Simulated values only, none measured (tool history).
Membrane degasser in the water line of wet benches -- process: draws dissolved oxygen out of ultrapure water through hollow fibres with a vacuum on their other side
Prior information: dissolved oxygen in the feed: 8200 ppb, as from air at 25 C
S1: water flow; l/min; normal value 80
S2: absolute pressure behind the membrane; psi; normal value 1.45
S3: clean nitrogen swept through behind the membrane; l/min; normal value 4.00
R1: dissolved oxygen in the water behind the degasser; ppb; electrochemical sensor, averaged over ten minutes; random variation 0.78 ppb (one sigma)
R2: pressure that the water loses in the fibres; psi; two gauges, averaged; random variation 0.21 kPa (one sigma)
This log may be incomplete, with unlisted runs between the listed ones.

| run | hour | S1 | S2 | S3 | R1 | R2 |
|---|---|---|---|---|---|---|
| 1 | 0.0 | 80 | 1.45 | 4.00 | 295.8 | 6.901 |
| 2 | 184.4 | 80 | 1.45 | 4.00 | 294.6 | 6.839 |
| 3 | 329.2 | 80 | 1.45 | 4.00 | 296.6 | 6.914 |
| 4 | 463.5 | 80 | 1.45 | 4.00 | 295.6 | 6.933 |
| 5 | 777.9 | 80 | 1.45 | 4.00 | 296.2 | 6.852 |
| 6 | 1078.5 | 80 | 1.45 | 4.00 | 297.6 | 6.902 |
| 7 | 1307.2 | 80 | 1.45 | 4.00 | 295.9 | 6.962 |
| 8 | 1564.6 | 80 | 1.45 | 4.00 | 296.0 | 6.928 |
| 9 | 1811.2 | 80 | 1.38 | 4.00 | 277.0 | 6.901 |
| 10 | 2055.3 | 52 | 1.45 | 4.00 | 201.1 | 4.483 |
| 11 | 2367.1 | 52 | 1.45 | 4.00 | 200.5 | 4.515 |
| 12 | 2581.0 | 52 | 1.45 | 4.00 | 200.7 | 4.448 |
| 13 | 2722.2 | 91 | 1.45 | 4.00 | 332.0 | 7.777 |
| 14 | 2864.6 | 80 | 1.45 | 4.00 | 296.9 | 6.881 |
| 15 | 3024.7 | 80 | 1.45 | 4.00 | 295.9 | 6.915 |
| 16 | 3275.1 | 80 | 1.45 | 4.00 | 295.5 | 6.911 |
| 17 | 3440.6 | 74 | 1.45 | 4.81 | 235.1 | 6.370 |
| 18 | 3708.5 | 79 | 2.23 | 4.00 | 512.2 | 6.776 |
| 19 | 3948.2 | 70 | 1.45 | 1.69 | 532.6 | 6.012 |
| 20 | 4163.8 | 70 | 1.45 | 1.69 | 531.3 | 6.022 |
|  | 4357.7 | vacuum gauge calibrated |
| 21 | 4443.9 | 70 | 1.45 | 1.69 | 532.5 | 6.034 |
| 22 | 4668.1 | 53 | 1.45 | 4.61 | 178.6 | 4.560 |
| 23 | 4926.0 | 53 | 1.45 | 4.61 | 179.7 | 4.588 |
| 24 | 5208.3 | 80 | 1.75 | 3.01 | 486.3 | 6.924 |
| 25 | 5437.4 | 80 | 1.75 | 2.63 | 540.1 | 6.902 |
| 26 | 5659.4 | 68 | 1.16 | 5.05 | 147.4 | 5.874 |
| 27 | 5929.6 | 68 | 1.16 | 5.05 | 148.0 | 5.867 |
| 28 | 6128.7 | 80 | 1.45 | 3.17 | 361.0 | 6.869 |
| 29 | 6327.3 | 80 | 3.60 | 10.83 | 369.1 | 6.918 |
| 30 | 6563.8 | 80 | 3.60 | 10.83 | 367.2 | 6.939 |
| 31 | 6738.0 | 120 | 1.70 | 11.11 | 229.7 | 10.306 |

Consider 4 possible next runs. They are alternatives, not a sequence: every one starts from the tool as it was left by run 31. What does each give?
| A | 6981.9 | 118 | 2.41 | 8.89 | ? | ? |
| B | 6981.9 | 120 | 3.35 | 11.11 | ? | ? |
| C | 6981.9 | 80 | 3.47 | 1.65 | ? | ? |
| D | 6981.9 | 71 | 1.46 | 5.62 | ? | ? |

| run | R1 | R2 |
|---|---|---|
| A | 409.7 | 10.108 |
| B | 495.6 | 10.356 |
| C | 1620.3 | 6.881 |
| D | 198.7 | 6.105 |
Without the tool's unlogged condition, the same runs would have read:
| run | R1 | R2 |
|---|---|---|
| A | 409.5 | 10.095 |
| B | 495.4 | 10.341 |
| C | 1620.1 | 6.872 |
| D | 198.6 | 6.096 |

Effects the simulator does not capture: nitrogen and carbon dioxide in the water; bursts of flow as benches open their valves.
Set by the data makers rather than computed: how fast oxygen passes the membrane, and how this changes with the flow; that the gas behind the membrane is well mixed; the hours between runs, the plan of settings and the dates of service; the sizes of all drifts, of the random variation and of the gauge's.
